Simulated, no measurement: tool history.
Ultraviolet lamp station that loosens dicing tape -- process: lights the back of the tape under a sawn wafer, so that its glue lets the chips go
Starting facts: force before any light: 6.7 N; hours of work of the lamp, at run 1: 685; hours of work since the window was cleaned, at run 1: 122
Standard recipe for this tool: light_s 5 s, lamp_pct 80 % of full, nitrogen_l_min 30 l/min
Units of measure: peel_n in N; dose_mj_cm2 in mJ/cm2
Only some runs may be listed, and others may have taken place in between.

| run | hour | light_s | lamp_pct | nitrogen_l_min | hours of work of the lamp | hours of work since the window was cleaned | peel_n | dose_mj_cm2 |
|---|---|---|---|---|---|---|---|---|
| 1 | 0 | 5 | 80 | 30 | 685 | 122 | 0.467 | 379 |
| 2 | 21 | 5 | 80 | 30 | 696 | 132 | 0.49 | 386 |
| 3 | 42.1 | 5 | 80 | 10 | 706 | 143 | 1.165 | 377 |
| 4 | 61.9 | 5 | 80 | 30 | 716 | 153 | 0.476 | 381 |
| 5 | 83.9 | 3 | 80 | 30 | 727 | 164 | 1.362 | 220 |
| 6 | 112.7 | 5 | 79 | 30 | 742 | 178 | 0.532 | 359 |
| 7 | 139.2 | 5 | 96 | 30 | 755 | 191 | 0.382 | 437 |
| 8 | 164.5 | 5 | 96 | 30 | 768 | 204 | 0.37 | 430 |
| 9 | 199.7 | 5 | 60 | 30 | 785 | 222 | 0.992 | 263 |
| 10 | 230.7 | 5 | 60 | 30 | 801 | 237 | 1.013 | 259 |
| 11 | 271.9 | 2 | 80 | 30 | 822 | 258 | 2.403 | 138 |
| 12 | 299.8 | 5 | 80 | 30 | 835 | 272 | 0.619 | 333 |
| 13 | 324.8 | 5 | 80 | 30 | 848 | 284 | 0.648 | 331 |
| 14 | 365.2 | 5 | 80 | 30 | 868 | 305 | 0.658 | 324 |
| 15 | 404.8 | 2 | 80 | 30 | 888 | 324 | 2.574 | 127 |
|  | 423.8 | window cleaned of glue's vapour |
| 16 | 425.1 | 4 | 80 | 30 | 898 | 1 | 0.748 | 307 |
| 17 | 450.4 | 4 | 80 | 30 | 911 | 13 | 0.759 | 299 |
| 18 | 481.5 | 8 | 80 | 30 | 926 | 29 | 0.214 | 599 |
| 19 | 511.4 | 3 | 80 | 30 | 941 | 44 | 1.308 | 219 |
| 20 | 538.9 | 5 | 69 | 30 | 955 | 58 | 0.732 | 317 |
| 21 | 574.5 | 5 | 69 | 30 | 973 | 75 | 0.748 | 306 |
| 22 | 603.1 | 10 | 96 | 28 | 987 | 90 | 0.155 | 849 |
| 23 | 635 | 3 | 68 | 29 | 1003 | 106 | 1.794 | 179 |
| 24 | 661.5 | 5 | 76 | 55 | 1016 | 119 | 0.432 | 328 |
| 25 | 682.2 | 4 | 76 | 55 | 1027 | 129 | 0.686 | 260 |
| 26 | 711.7 | 4 | 76 | 55 | 1042 | 144 | 0.735 | 259 |
| 27 | 741.6 | 3 | 66 | 30 | 1057 | 159 | 2.007 | 163 |
| 28 | 771.5 | 3 | 66 | 30 | 1071 | 174 | 2.053 | 161 |
| 29 | 796.8 | 2 | 77 | 59 | 1084 | 187 | 2.031 | 125 |
| 30 | 815.6 | 5 | 80 | 18 | 1094 | 196 | 1.05 | 324 |
| 31 | 850.7 | 3 | 95 | 18 | 1111 | 214 | 1.707 | 221 |
| 32 | 870.6 | 6 | 94 | 40 | 1121 | 224 | 0.297 | 441 |
| 33 | 892.1 | 8 | 70 | 18 | 1132 | 235 | 0.584 | 432 |

Estimate the outcome of run 34 from the log above:
|  | 901.7 | lamp changed |
| 34 | 912.8 | 5 | 80 | 31 | 6 | 244 | ? | ? |

peel_n: 0.333 N
dose_mj_cm2: 451 mJ/cm2
Without the tool's hidden state the same run would have given peel_n 0.255 N, dose_mj_cm2 517 mJ/cm2.

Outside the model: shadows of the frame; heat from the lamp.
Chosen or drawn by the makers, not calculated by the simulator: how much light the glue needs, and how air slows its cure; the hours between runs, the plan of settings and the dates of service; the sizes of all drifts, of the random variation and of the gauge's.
